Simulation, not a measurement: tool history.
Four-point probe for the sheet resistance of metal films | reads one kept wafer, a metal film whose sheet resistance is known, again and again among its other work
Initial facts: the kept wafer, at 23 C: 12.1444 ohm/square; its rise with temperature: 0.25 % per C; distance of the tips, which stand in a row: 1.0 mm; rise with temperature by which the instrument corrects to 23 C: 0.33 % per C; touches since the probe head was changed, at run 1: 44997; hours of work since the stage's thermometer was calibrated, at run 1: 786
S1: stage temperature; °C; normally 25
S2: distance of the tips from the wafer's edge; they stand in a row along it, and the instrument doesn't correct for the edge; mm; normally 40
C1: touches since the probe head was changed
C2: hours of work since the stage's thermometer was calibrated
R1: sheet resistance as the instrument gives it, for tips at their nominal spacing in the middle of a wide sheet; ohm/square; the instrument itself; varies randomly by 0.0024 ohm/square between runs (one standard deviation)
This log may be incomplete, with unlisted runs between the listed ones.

| run | hour | S1 | S2 | C1 | C2 | R1 |
|---|---|---|---|---|---|---|
| 1 | 0 | 25 | 40 | 44997 | 786 | 12.112815 |
| 2 | 30.3 | 25 | 40 | 45876 | 802 | 12.114706 |
| 3 | 68.1 | 25 | 40 | 46970 | 823 | 12.111907 |
| 4 | 92.2 | 28 | 40 | 47668 | 836 | 12.087756 |
| 5 | 132.4 | 28 | 40 | 48832 | 858 | 12.084007 |
| 6 | 160.5 | 25 | 40 | 49646 | 874 | 12.110611 |
| 7 | 193.7 | 25 | 40 | 50609 | 892 | 12.112192 |
| 8 | 219.9 | 25 | 40 | 51369 | 906 | 12.113764 |
| 9 | 264 | 25 | 40 | 52646 | 930 | 12.104726 |
|  | 268.4 | stage's thermometer calibrated |
| 10 | 299.6 | 25 | 7 | 53662 | 17 | 12.239966 |
| 11 | 331.1 | 25 | 25 | 54575 | 34 | 12.114705 |
| 12 | 363.1 | 25 | 25 | 55502 | 52 | 12.11484 |
|  | 390 | stage's thermometer calibrated, once more |
| 13 | 396.2 | 25 | 25 | 56448 | 3 | 12.103196 |
| 14 | 417.5 | 25 | 40 | 57066 | 15 | 12.097169 |
| 15 | 452.5 | 20 | 40 | 58080 | 34 | 12.145338 |
| 16 | 491.8 | 20 | 40 | 59217 | 56 | 12.14336 |
| 17 | 523.2 | 20 | 40 | 60128 | 73 | 12.143377 |
| 18 | 548.2 | 20 | 40 | 60850 | 87 | 12.143349 |
| 19 | 566.5 | 30 | 3 | 61382 | 97 | 12.718793 |
| 20 | 595.7 | 30 | 3 | 62226 | 113 | 12.716055 |
| 21 | 636.3 | 26 | 38 | 63404 | 135 | 12.08104 |
| 22 | 676.2 | 23 | 10 | 64559 | 157 | 12.168614 |
| 23 | 697.6 | 25 | 5 | 65180 | 168 | 12.341431 |
| 24 | 736.3 | 20 | 20 | 66301 | 190 | 12.155417 |
| 25 | 776 | 28 | 73 | 67452 | 211 | 12.05698 |
| 26 | 810.5 | 21 | 7 | 68451 | 230 | 12.250874 |
| 27 | 837.9 | 24 | 5 | 69246 | 245 | 12.347403 |
| 28 | 877.7 | 21 | 3 | 70399 | 267 | 12.803681 |
| 29 | 900.1 | 21 | 3 | 71049 | 279 | 12.801379 |
| 30 | 925.2 | 31 | 12 | 71776 | 293 | 12.070764 |
| 31 | 957.1 | 31 | 12 | 72699 | 310 | 12.064777 |
| 32 | 983.1 | 25 | 30 | 73452 | 325 | 12.088597 |
| 33 | 1014.5 | 24 | 61 | 74363 | 342 | 12.088494 |

Each row is a separate what-if for the run after 33, all from the same tool condition, not one after another. Results?
| A | 1042.1 | 26 | 29 | 75160 | 357 | ? |
| B | 1042.1 | 26 | 21 | 75160 | 357 | ? |
| C | 1042.1 | 19 | 14 | 75160 | 357 | ? |

| run | R1 |
|---|---|
| A | 12.075583 |
| B | 12.085389 |
| C | 12.171808 |
With no hidden state in the tool, these same runs would have given:
| run | R1 |
|---|---|
| A | 12.121712 |
| B | 12.131553 |
| C | 12.218234 |
